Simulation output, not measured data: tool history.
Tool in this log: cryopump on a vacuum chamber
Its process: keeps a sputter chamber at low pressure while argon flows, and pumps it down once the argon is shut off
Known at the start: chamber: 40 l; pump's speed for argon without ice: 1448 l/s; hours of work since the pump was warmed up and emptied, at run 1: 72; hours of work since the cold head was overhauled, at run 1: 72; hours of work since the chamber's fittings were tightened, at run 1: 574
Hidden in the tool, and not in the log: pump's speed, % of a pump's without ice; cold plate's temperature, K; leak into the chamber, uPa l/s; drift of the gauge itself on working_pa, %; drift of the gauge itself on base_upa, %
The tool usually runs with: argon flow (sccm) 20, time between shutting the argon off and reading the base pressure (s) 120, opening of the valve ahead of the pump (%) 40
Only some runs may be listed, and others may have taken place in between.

run	hour	argon flow (sccm)	time between shutting the argon off and reading the base pressure (s)	opening of the valve ahead of the pump (%)	hours of work since the pump was warmed up and emptied	hours of work since the cold head was overhauled	hours of work since the chamber's fittings were tightened	pressure while argon flows (Pa)	pressure after the wait (uPa)
1	0.0	20	120	40	72	72	574	0.0588	1.39
2	24.3	20	120	40	82	82	584	0.0586	1.42
3	71.3	20	120	40	102	102	603	0.0601	1.52
4	102.6	20	120	40	115	115	616	0.0597	1.46
5	136.5	20	120	37	129	129	630	0.0639	1.56
6	183.4	20	120	40	148	148	650	0.0595	1.55
7	233.6	20	120	40	169	169	671	0.0604	1.60
8	273.3	20	120	40	186	186	687	0.0594	1.61
9	313.5	20	120	40	202	202	704	0.0587	1.58
10	339.4	20	120	40	213	213	715	0.0607	1.65
11	383.1	20	120	50	231	231	733	0.0481	1.63
12	422.8	20	206	40	248	248	749	0.0605	1.51
13	457.5	20	206	40	262	262	764	0.0606	1.56
14	501.2	20	54	40	280	280	782	0.0603	2.26
15	543.7	20	120	40	298	298	799	0.0603	1.80
16	592.7	20	120	40	318	318	820	0.0608	1.83
17	633.1	20	120	40	335	335	837	0.0613	1.86
18	679.7	8	215	41	354	354	856	0.0239	1.79
19	717.3	8	215	41	370	370	872	0.0231	1.73
20	755.2	19	120	21	386	386	887	0.1085	1.95
21	805.9	19	120	50	407	407	908	0.0478	2.06
22	828.8	14	190	40	416	416	918	0.0437	1.88
23	854.6	14	190	40	427	427	929	0.0436	1.91
24	890.8	32	120	35	442	442	944	0.1112	2.00
25	917.2	32	120	35	453	453	955	0.1115	2.06
26	964.0	10	129	33	472	472	974	0.0377	2.09
27	1009.9	10	233	55	492	492	993	0.0231	1.97
28	1041.7	23	72	43	505	505	1006	0.0660	2.43
29	1087.4	19	185	40	524	524	1025	0.0586	2.07
30	1117.0	29	185	16	536	536	1038	0.2187	2.08
31	1147.0	15	130	40	549	549	1050	0.0464	2.26
32	1188.1	20	74	28	566	566	1067	0.0859	2.51
33	1226.1	20	74	28	581	581	1083	0.0873	2.64
34	1264.4	32	120	40	597	597	1099	0.0997	2.38

Below, some changes in pressure while argon flows (Pa) between adjacent runs. For each, the amount present without the hidden state too (settings, incoming material, random variation) and the amount remaining for the hidden state with gauge scatter not shared by both compared results:
Run 19 -> 20: argon flow (sccm) 8 -> 19, time between shutting the argon off and reading the base pressure (s) 215 -> 120, opening of the valve ahead of the pump (%) 41 -> 21. pressure while argon flows (Pa) +0.0854: hidden state +0.0015, all else +0.0839.
Run 23 -> 24: argon flow (sccm) 14 -> 32, time between shutting the argon off and reading the base pressure (s) 190 -> 120, opening of the valve ahead of the pump (%) 40 -> 35. pressure while argon flows (Pa) +0.0676: hidden state +0.0028, all else +0.0648.
Run 25 -> 26: argon flow (sccm) 32 -> 10, time between shutting the argon off and reading the base pressure (s) 120 -> 129, opening of the valve ahead of the pump (%) 35 -> 33. pressure while argon flows (Pa) -0.0738: hidden state -0.0032, all else -0.0706.
Run 29 -> 30: argon flow (sccm) 19 -> 29, opening of the valve ahead of the pump (%) 40 -> 16. pressure while argon flows (Pa) +0.1601: hidden state +0.0019, all else +0.1582.
Run 30 -> 31: argon flow (sccm) 29 -> 15, time between shutting the argon off and reading the base pressure (s) 185 -> 130, opening of the valve ahead of the pump (%) 16 -> 40. pressure while argon flows (Pa) -0.1723: hidden state -0.0025, all else -0.1698.
Run 33 -> 34: argon flow (sccm) 20 -> 32, time between shutting the argon off and reading the base pressure (s) 74 -> 120, opening of the valve ahead of the pump (%) 28 -> 40. pressure while argon flows (Pa) +0.0124: hidden state +0.0026, all else +0.0098.
